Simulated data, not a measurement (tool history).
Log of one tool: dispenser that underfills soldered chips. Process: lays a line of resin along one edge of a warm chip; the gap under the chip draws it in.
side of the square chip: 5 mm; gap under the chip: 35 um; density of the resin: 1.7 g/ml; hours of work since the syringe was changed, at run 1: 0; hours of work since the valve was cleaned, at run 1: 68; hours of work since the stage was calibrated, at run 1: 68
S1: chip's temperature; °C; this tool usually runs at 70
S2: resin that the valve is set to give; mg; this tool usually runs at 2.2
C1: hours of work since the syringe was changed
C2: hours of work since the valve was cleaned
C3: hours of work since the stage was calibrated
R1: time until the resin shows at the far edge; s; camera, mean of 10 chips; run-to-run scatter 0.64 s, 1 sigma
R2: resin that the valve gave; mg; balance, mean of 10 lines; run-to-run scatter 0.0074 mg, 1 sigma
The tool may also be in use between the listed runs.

Run 1, hour 0: usual settings; C1 0; C2 68; C3 68. Result: R1 55.9 s, R2 2.141 mg.
Run 2, hour 5.6: usual settings; C1 4; C2 72; C3 72. Result: R1 73.9 s, R2 2.111 mg.
Run 3, hour 13.4: usual settings; C1 9; C2 77; C3 77. Result: R1 108.5 s, R2 2.116 mg.
At hour 16.3: new syringe of resin.
Run 4, hour 21.1: usual settings; C1 3; C2 82; C3 82. Result: R1 71.2 s, R2 2.101 mg.
Run 5, hour 27.9: usual settings; C1 8; C2 86; C3 86. Result: R1 99.6 s, R2 2.111 mg.
At hour 32.1: new syringe of resin.
Run 6, hour 36: usual settings; C1 3; C2 91; C3 91. Result: R1 70.3 s, R2 2.102 mg.
Run 7, hour 41.5: usual settings but S1 77 °C; C1 6; C2 95; C3 95. Result: R1 73.1 s, R2 2.108 mg.
Run 8, hour 46: usual settings but S1 77 °C; C1 9; C2 98; C3 98. Result: R1 92.2 s, R2 2.096 mg.
At hour 48.1: new syringe of resin.
Run 9, hour 50.5: usual settings but S1 77 °C; C1 2; C2 101; C3 101. Result: R1 53.2 s, R2 2.075 mg.
Run 10, hour 58.6: usual settings but S2 2.82 mg; C1 7; C2 106; C3 106. Result: R1 94.1 s, R2 2.665 mg.
Run 11, hour 62.6: usual settings; C1 10; C2 109; C3 109. Result: R1 118.8 s, R2 2.076 mg.
At hour 64.3: new syringe of resin.
At hour 72.2: dispensing valve cleaned and set on the balance.
Run 12, hour 72.2: usual settings; C1 5; C2 0; C3 114. Result: R1 81.1 s, R2 2.216 mg.
Run 13, hour 76.2: usual settings but S1 64 °C; C1 7; C2 3; C3 117. Result: R1 118.1 s, R2 2.206 mg.
At hour 81.3: new syringe of resin.
Run 14, hour 82: usual settings; C1 0; C2 6; C3 120. Result: R1 59.5 s, R2 2.187 mg.
Run 15, hour 85.6: usual settings; C1 3; C2 9; C3 123. Result: R1 70.1 s, R2 2.192 mg.
Run 16, hour 90.4: usual settings but S2 2.67 mg; C1 6; C2 12; C3 126. Result: R1 88.2 s, R2 2.658 mg.
Run 17, hour 95.9: usual settings but S2 2.67 mg; C1 10; C2 15; C3 130. Result: R1 113.5 s, R2 2.647 mg.
At hour 97: new syringe of resin.
Run 18, hour 99.6: usual settings but S2 2.61 mg; C1 2; C2 18; C3 132. Result: R1 63.6 s, R2 2.582 mg.
Run 19, hour 105.6: usual settings but S2 2.17 mg; C1 6; C2 22; C3 136. Result: R1 88 s, R2 2.148 mg.
Run 20, hour 111.1: usual settings but S1 75 °C, S2 2.57 mg; C1 9; C2 25; C3 139. Result: R1 95.2 s, R2 2.526 mg.
At hour 113.2: new syringe of resin.
Run 21, hour 115.8: usual settings but S1 75 °C, S2 2.57 mg; C1 2; C2 28; C3 142. Result: R1 55 s, R2 2.556 mg.
Run 22, hour 120.7: usual settings but S1 75 °C, S2 2.57 mg; C1 5; C2 31; C3 145. Result: R1 71.9 s, R2 2.533 mg.
Run 23, hour 126.1: usual settings but S1 74 °C, S2 2.06 mg; C1 8; C2 35; C3 149. Result: R1 97.9 s, R2 2.022 mg.
At hour 128.9: new syringe of resin.
Run 24, hour 131.6: usual settings but S1 74 °C, S2 2.06 mg; C1 2; C2 38; C3 152. Result: R1 59 s, R2 2.019 mg.
Run 25, hour 137.1: usual settings but S1 74 °C, S2 2.06 mg; C1 5; C2 42; C3 156. Result: R1 78.6 s, R2 2.022 mg.
Run 26, hour 142.4: usual settings but S1 68 °C, S2 2.06 mg; C1 9; C2 45; C3 159. Result: R1 121 s, R2 2.012 mg.
At hour 144.9: new syringe of resin.
Run 27, hour 150.7: usual settings but S1 74 °C, S2 2.83 mg; C1 4; C2 51; C3 165. Result: R1 66.1 s, R2 2.768 mg.
Run 28, hour 155.8: usual settings but S1 71 °C, S2 1.91 mg; C1 7; C2 54; C3 168. Result: R1 101.1 s, R2 1.854 mg.
Run 29, hour 159.1: usual settings but S1 57 °C, S2 2.9 mg; C1 9; C2 56; C3 170. Result: R1 168.8 s, R2 2.818 mg.
At hour 160.8: new syringe of resin.
Run 30, hour 166: usual settings but S1 56 °C, S2 2.17 mg; C1 3; C2 60; C3 175. Result: R1 116.8 s, R2 2.103 mg.
Run 31, hour 171.7: usual settings but S1 80 °C, S2 2.06 mg; C1 7; C2 64; C3 178. Result: R1 74.2 s, R2 1.987 mg.
At hour 176.9: new syringe of resin.
Run 32, hour 178.3: usual settings but S2 2.45 mg; C1 1; C2 68; C3 182. Result: R1 60.1 s, R2 2.366 mg.
Run 33, hour 186.1: usual settings but S2 2.03 mg; C1 6; C2 73; C3 187. Result: R1 90.4 s, R2 1.954 mg.
Run 34, hour 191.7: usual settings but S1 61 °C, S2 2.85 mg; C1 10; C2 77; C3 191. Result: R1 152.4 s, R2 2.734 mg.
At hour 192.7: new syringe of resin.
Run 35, hour 199.3: usual settings but S1 61 °C, S2 2.85 mg; C1 4; C2 82; C3 196. Result: R1 106.1 s, R2 2.729 mg.

Consider 4 possible next runs. They are alternatives, not a sequence: every one starts from the tool as it was left by run 35. What does each give?
Run A, hour 205.7: usual settings but S1 61 °C, S2 2.59 mg; C1 9; C2 86; C3 200. Result: R1 ?, R2 ?.
Run B, hour 205.7: usual settings but S1 67 °C, S2 2.85 mg; C1 9; C2 86; C3 200. Result: R1 ?, R2 ?.
Run C, hour 205.7: usual settings but S1 69 °C, S2 2.39 mg; C1 9; C2 86; C3 200. Result: R1 ?, R2 ?.
Run D, hour 205.7: usual settings but S2 2.85 mg; C1 9; C2 86; C3 200. Result: R1 ?, R2 ?.

run     R1     R2
  A  144.5   2.48
  B  117.3  2.739
  C  111.4  2.278
  D  106.7  2.734
With the hidden condition removed and each run's random variation left untouched, the same runs would have given:
run    R1     R2
  A  74.5  2.593
  B  60.6  2.864
  C  57.4  2.383
  D  55.2  2.859
